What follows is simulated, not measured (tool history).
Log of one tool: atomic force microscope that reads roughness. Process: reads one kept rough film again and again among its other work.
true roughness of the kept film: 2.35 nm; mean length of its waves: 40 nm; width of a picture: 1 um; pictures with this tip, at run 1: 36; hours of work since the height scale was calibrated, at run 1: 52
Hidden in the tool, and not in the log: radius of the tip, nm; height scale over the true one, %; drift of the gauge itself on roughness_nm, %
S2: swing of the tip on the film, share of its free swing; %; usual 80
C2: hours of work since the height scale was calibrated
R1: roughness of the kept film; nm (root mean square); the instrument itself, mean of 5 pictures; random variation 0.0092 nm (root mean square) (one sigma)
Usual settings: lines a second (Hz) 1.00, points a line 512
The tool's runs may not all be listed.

Run 1, day 0.000: usual settings; pictures with this tip 36; C2 52. Result: R1 2.031 nm (root mean square).
Run 2, day 1.996: usual settings but lines a second (Hz) 0.53; pictures with this tip 120; C2 77. Result: R1 2.050 nm (root mean square).
At day 2.625: new tip fitted.
Run 3, day 4.804: usual settings; pictures with this tip 93; C2 111. Result: R1 1.962 nm (root mean square).
At day 6.175: new tip fitted.
Run 4, day 6.517: usual settings; pictures with this tip 14; C2 132. Result: R1 2.043 nm (root mean square).
Run 5, day 7.925: usual settings; pictures with this tip 74; C2 150. Result: R1 1.995 nm (root mean square).
At day 9.742: new tip fitted.
Run 6, day 10.062: usual settings but S2 76 %; pictures with this tip 14; C2 176. Result: R1 2.081 nm (root mean square).
Run 7, day 11.621: usual settings but lines a second (Hz) 2.68; pictures with this tip 80; C2 195. Result: R1 1.703 nm (root mean square).
At day 13.196: new tip fitted.
Run 8, day 14.062: usual settings but lines a second (Hz) 2.68; pictures with this tip 37; C2 225. Result: R1 1.749 nm (root mean square).
Run 9, day 15.983: usual settings but lines a second (Hz) 2.68; pictures with this tip 118; C2 249. Result: R1 1.698 nm (root mean square).
At day 16.767: new tip fitted.
Run 10, day 17.858: usual settings but lines a second (Hz) 0.94, S2 88 %, points a line 435; pictures with this tip 47; C2 272. Result: R1 1.946 nm (root mean square).
Run 11, day 19.988: usual settings but S2 68 %; pictures with this tip 137; C2 298. Result: R1 2.030 nm (root mean square).
At day 20.242: new tip fitted.
Run 12, day 21.762: usual settings but lines a second (Hz) 1.63, S2 70 %, points a line 878; pictures with this tip 64; C2 320. Result: R1 2.000 nm (root mean square).
At day 23.725: new tip fitted.
Run 13, day 23.979: usual settings but lines a second (Hz) 1.18, points a line 331; pictures with this tip 10; C2 347. Result: R1 2.004 nm (root mean square).
Run 14, day 25.525: usual settings but lines a second (Hz) 3.65, points a line 709; pictures with this tip 76; C2 366. Result: R1 1.590 nm (root mean square).
At day 27.300: new tip fitted.
Run 15, day 27.700: usual settings but lines a second (Hz) 3.65, S2 83 %, points a line 459; pictures with this tip 17; C2 393. Result: R1 1.562 nm (root mean square).
Run 16, day 29.617: usual settings but lines a second (Hz) 3.65, S2 83 %, points a line 459; pictures with this tip 99; C2 416. Result: R1 1.504 nm (root mean square).
At day 30.817: new tip fitted.
Run 17, day 31.850: usual settings but lines a second (Hz) 0.58, S2 64 %; pictures with this tip 43; C2 444. Result: R1 2.157 nm (root mean square).
Run 18, day 33.517: usual settings but lines a second (Hz) 0.63, S2 58 %; pictures with this tip 114; C2 464. Result: R1 2.111 nm (root mean square).

5 ways to go on from here, each from the tool as it stands after run 18. What would each give?
At day 34.275: new tip fitted.
Run A, day 36.117: usual settings but lines a second (Hz) 1.48, S2 72 %; pictures with this tip 78; C2 496. Result: R1 ?.
At day 34.275: new tip fitted.
Run B, day 36.117: usual settings but lines a second (Hz) 0.63, S2 86 %; pictures with this tip 78; C2 496. Result: R1 ?.
At day 34.275: new tip fitted.
Run C, day 36.117: usual settings but lines a second (Hz) 1.33, S2 58 %, points a line 282; pictures with this tip 78; C2 496. Result: R1 ?.
At day 34.275: new tip fitted.
Run D, day 36.117: usual settings but lines a second (Hz) 0.64, S2 69 %, points a line 825; pictures with this tip 78; C2 496. Result: R1 ?.
At day 34.275: new tip fitted.
Run E, day 36.117: usual settings but lines a second (Hz) 1.65, S2 77 %, points a line 456; pictures with this tip 78; C2 496. Result: R1 ?.

run     R1
  A  2.015
  B  2.004
  C  2.092
  D  2.104
  E  1.903
Without the tool's hidden state the same runs would have given:
run     R1
  A  2.103
  B  2.092
  C  2.184
  D  2.197
  E  1.988

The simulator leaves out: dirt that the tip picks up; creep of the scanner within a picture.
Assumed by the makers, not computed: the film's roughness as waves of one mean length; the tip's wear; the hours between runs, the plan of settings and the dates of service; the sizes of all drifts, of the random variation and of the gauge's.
